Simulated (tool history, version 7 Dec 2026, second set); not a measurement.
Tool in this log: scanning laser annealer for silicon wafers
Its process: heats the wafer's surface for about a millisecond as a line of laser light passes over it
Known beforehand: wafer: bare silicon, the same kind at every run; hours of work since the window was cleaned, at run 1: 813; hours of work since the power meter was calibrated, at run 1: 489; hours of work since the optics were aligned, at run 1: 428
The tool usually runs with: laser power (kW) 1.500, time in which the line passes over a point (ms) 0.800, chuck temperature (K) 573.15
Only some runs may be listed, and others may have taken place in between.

| run | day | laser power (kW) | time in which the line passes over a point (ms) | chuck temperature (K) | hours of work since the window was cleaned | hours of work since the power meter was calibrated | hours of work since the optics were aligned | highest temperature of the surface (K) |
|---|---|---|---|---|---|---|---|---|
| 1 | 0.000 | 1.500 | 0.800 | 573.15 | 813 | 489 | 428 | 1338.15 |
| 2 | 0.796 | 1.500 | 0.800 | 573.15 | 827 | 504 | 442 | 1336.15 |
| 3 | 1.558 | 1.500 | 0.800 | 568.15 | 841 | 517 | 456 | 1332.15 |
| 4 | 1.975 | 1.500 | 0.800 | 568.15 | 848 | 525 | 463 | 1331.15 |
|  | 2.125 | window over the wafer cleaned |
| 5 | 2.658 | 1.500 | 0.800 | 586.15 | 10 | 536 | 474 | 1327.15 |
| 6 | 3.242 | 1.500 | 0.800 | 583.15 | 20 | 546 | 485 | 1320.15 |
| 7 | 4.038 | 1.500 | 0.800 | 583.15 | 34 | 561 | 499 | 1322.15 |
| 8 | 4.579 | 1.500 | 0.800 | 583.15 | 44 | 570 | 509 | 1319.15 |
|  | 4.958 | window over the wafer cleaned, once more |
| 9 | 5.179 | 1.463 | 0.566 | 579.15 | 4 | 580 | 518 | 1233.15 |
| 10 | 5.958 | 1.463 | 0.566 | 579.15 | 18 | 594 | 532 | 1233.15 |
| 11 | 6.417 | 1.463 | 0.566 | 579.15 | 26 | 602 | 540 | 1233.15 |
| 12 | 6.842 | 1.297 | 0.800 | 556.15 | 34 | 610 | 548 | 1234.15 |
| 13 | 7.292 | 1.297 | 0.800 | 556.15 | 42 | 618 | 556 | 1232.15 |

Branching from run 13: 4 alternative next runs. What would each branch give?
| A | 7.733 | 1.500 | 0.662 | 589.15 | 50 | 626 | 564 | ? |
| B | 7.733 | 1.500 | 0.800 | 566.15 | 50 | 626 | 564 | ? |
| C | 7.733 | 1.597 | 0.759 | 541.15 | 50 | 626 | 564 | ? |
| D | 7.733 | 1.500 | 0.622 | 573.15 | 50 | 626 | 564 | ? |

| run | highest temperature of the surface (K) |
|---|---|
| A | 1317.15 |
| B | 1368.15 |
| C | 1381.15 |
| D | 1277.15 |
The same runs, with their run-to-run variation unchanged, on a tool lacking any hidden condition would have given:
| run | highest temperature of the surface (K) |
|---|---|
| A | 1338.15 |
| B | 1391.15 |
| C | 1405.15 |
| D | 1298.15 |
